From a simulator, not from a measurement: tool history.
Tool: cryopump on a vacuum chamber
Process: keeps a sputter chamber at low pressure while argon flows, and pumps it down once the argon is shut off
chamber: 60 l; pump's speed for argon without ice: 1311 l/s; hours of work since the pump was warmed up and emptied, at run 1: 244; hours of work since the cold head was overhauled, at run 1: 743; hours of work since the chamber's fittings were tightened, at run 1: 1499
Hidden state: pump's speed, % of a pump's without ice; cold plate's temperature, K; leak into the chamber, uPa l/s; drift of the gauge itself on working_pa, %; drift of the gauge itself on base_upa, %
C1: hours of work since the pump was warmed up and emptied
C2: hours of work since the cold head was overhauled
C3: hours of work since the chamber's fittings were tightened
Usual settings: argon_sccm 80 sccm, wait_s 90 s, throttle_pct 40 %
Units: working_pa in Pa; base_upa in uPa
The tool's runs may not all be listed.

run 1 day=0 | argon_sccm=80 wait_s=90 throttle_pct=40 | C1=244 C2=743 C3=1499 | working_pa=0.2744 base_upa=4.33
-- day=0.729 leaking fittings of the chamber tightened, without venting
run 2 day=0.888 | argon_sccm=80 wait_s=90 throttle_pct=40 | C1=256 C2=756 C3=3 | working_pa=0.2761 base_upa=1.43
run 3 day=1.804 | argon_sccm=80 wait_s=90 throttle_pct=40 | C1=271 C2=770 C3=17 | working_pa=0.2773 base_upa=1.52
run 4 day=2.738 | argon_sccm=80 wait_s=90 throttle_pct=40 | C1=286 C2=785 C3=32 | working_pa=0.2774 base_upa=1.47
run 5 day=3.5 | argon_sccm=80 wait_s=90 throttle_pct=40 | C1=298 C2=797 C3=44 | working_pa=0.2785 base_upa=1.56
run 6 day=5.008 | argon_sccm=80 wait_s=90 throttle_pct=56 | C1=322 C2=821 C3=68 | working_pa=0.205 base_upa=1.53
run 7 day=5.788 | argon_sccm=80 wait_s=90 throttle_pct=56 | C1=335 C2=834 C3=81 | working_pa=0.2052 base_upa=1.59
run 8 day=6.942 | argon_sccm=80 wait_s=90 throttle_pct=56 | C1=353 C2=852 C3=99 | working_pa=0.2071 base_upa=1.68
run 9 day=8.475 | argon_sccm=80 wait_s=90 throttle_pct=56 | C1=377 C2=877 C3=123 | working_pa=0.2088 base_upa=1.67
run 10 day=10.046 | argon_sccm=80 wait_s=90 throttle_pct=56 | C1=402 C2=902 C3=148 | working_pa=0.2103 base_upa=1.82
run 11 day=11.638 | argon_sccm=80 wait_s=90 throttle_pct=56 | C1=428 C2=927 C3=174 | working_pa=0.2125 base_upa=1.8
run 12 day=12.421 | argon_sccm=80 wait_s=90 throttle_pct=56 | C1=440 C2=940 C3=186 | working_pa=0.2127 base_upa=1.96
run 13 day=13.621 | argon_sccm=80 wait_s=90 throttle_pct=56 | C1=459 C2=959 C3=205 | working_pa=0.2158 base_upa=2
run 14 day=14.429 | argon_sccm=80 wait_s=90 throttle_pct=56 | C1=472 C2=971 C3=218 | working_pa=0.2137 base_upa=1.97
-- day=15.633 pump warmed up, emptied and cooled again
run 15 day=15.833 | argon_sccm=80 wait_s=90 throttle_pct=40 | C1=3 C2=991 C3=237 | working_pa=0.2598 base_upa=1.87
run 16 day=17.271 | argon_sccm=80 wait_s=90 throttle_pct=40 | C1=26 C2=1013 C3=260 | working_pa=0.2608 base_upa=1.86
run 17 day=18.421 | argon_sccm=80 wait_s=90 throttle_pct=40 | C1=44 C2=1032 C3=278 | working_pa=0.263 base_upa=1.95
run 18 day=20.133 | argon_sccm=80 wait_s=32 throttle_pct=55 | C1=72 C2=1059 C3=306 | working_pa=0.1926 base_upa=3.95
run 19 day=21.133 | argon_sccm=80 wait_s=32 throttle_pct=55 | C1=88 C2=1075 C3=322 | working_pa=0.1936 base_upa=4.1
run 20 day=22.004 | argon_sccm=59 wait_s=32 throttle_pct=41 | C1=101 C2=1089 C3=335 | working_pa=0.1906 base_upa=4.06
run 21 day=23.583 | argon_sccm=80 wait_s=84 throttle_pct=17 | C1=127 C2=1114 C3=361 | working_pa=0.6155 base_upa=2.12
run 22 day=24.45 | argon_sccm=146 wait_s=275 throttle_pct=16 | C1=140 C2=1128 C3=374 | working_pa=1.1988 base_upa=1.38
run 23 day=25.458 | argon_sccm=159 wait_s=23 throttle_pct=20 | C1=156 C2=1144 C3=390 | working_pa=1.0414 base_upa=5.42
run 24 day=26.546 | argon_sccm=133 wait_s=299 throttle_pct=44 | C1=174 C2=1161 C3=408 | working_pa=0.4086 base_upa=1.4
run 25 day=28.146 | argon_sccm=42 wait_s=90 throttle_pct=40 | C1=199 C2=1187 C3=433 | working_pa=0.1416 base_upa=2.24
run 26 day=29.621 | argon_sccm=42 wait_s=51 throttle_pct=40 | C1=223 C2=1210 C3=457 | working_pa=0.1424 base_upa=3.2
run 27 day=31.154 | argon_sccm=89 wait_s=90 throttle_pct=28 | C1=247 C2=1234 C3=481 | working_pa=0.4283 base_upa=2.32
run 28 day=32.458 | argon_sccm=89 wait_s=90 throttle_pct=28 | C1=268 C2=1255 C3=502 | working_pa=0.4308 base_upa=2.39
run 29 day=33.5 | argon_sccm=37 wait_s=272 throttle_pct=17 | C1=285 C2=1272 C3=519 | working_pa=0.2897 base_upa=1.67
run 30 day=35.146 | argon_sccm=81 wait_s=112 throttle_pct=25 | C1=311 C2=1298 C3=545 | working_pa=0.4377 base_upa=2.29
run 31 day=36.433 | argon_sccm=56 wait_s=113 throttle_pct=26 | C1=331 C2=1319 C3=565 | working_pa=0.2928 base_upa=2.36
run 32 day=37.525 | argon_sccm=68 wait_s=107 throttle_pct=20 | C1=349 C2=1336 C3=583 | working_pa=0.4592 base_upa=2.38
run 33 day=38.9 | argon_sccm=80 wait_s=57 throttle_pct=49 | C1=371 C2=1358 C3=605 | working_pa=0.2349 base_upa=3.36

3 ways to go on from here, each from the tool as it stands after run 33. What would each give?
run A day=40.671 | argon_sccm=92 wait_s=82 throttle_pct=17 | C1=399 C2=1386 C3=633 | working_pa=? base_upa=?
run B day=40.671 | argon_sccm=43 wait_s=47 throttle_pct=49 | C1=399 C2=1386 C3=633 | working_pa=? base_upa=?
run C day=40.671 | argon_sccm=80 wait_s=116 throttle_pct=40 | C1=399 C2=1386 C3=633 | working_pa=? base_upa=?

run=A working_pa=0.7284 base_upa=2.84
run=B working_pa=0.1255 base_upa=3.92
run=C working_pa=0.2816 base_upa=2.5
Without the tool's hidden state the same runs would have given:
run=A working_pa=0.6996 base_upa=1.47
run=B working_pa=0.1122 base_upa=2.5
run=C working_pa=0.2568 base_upa=1.11
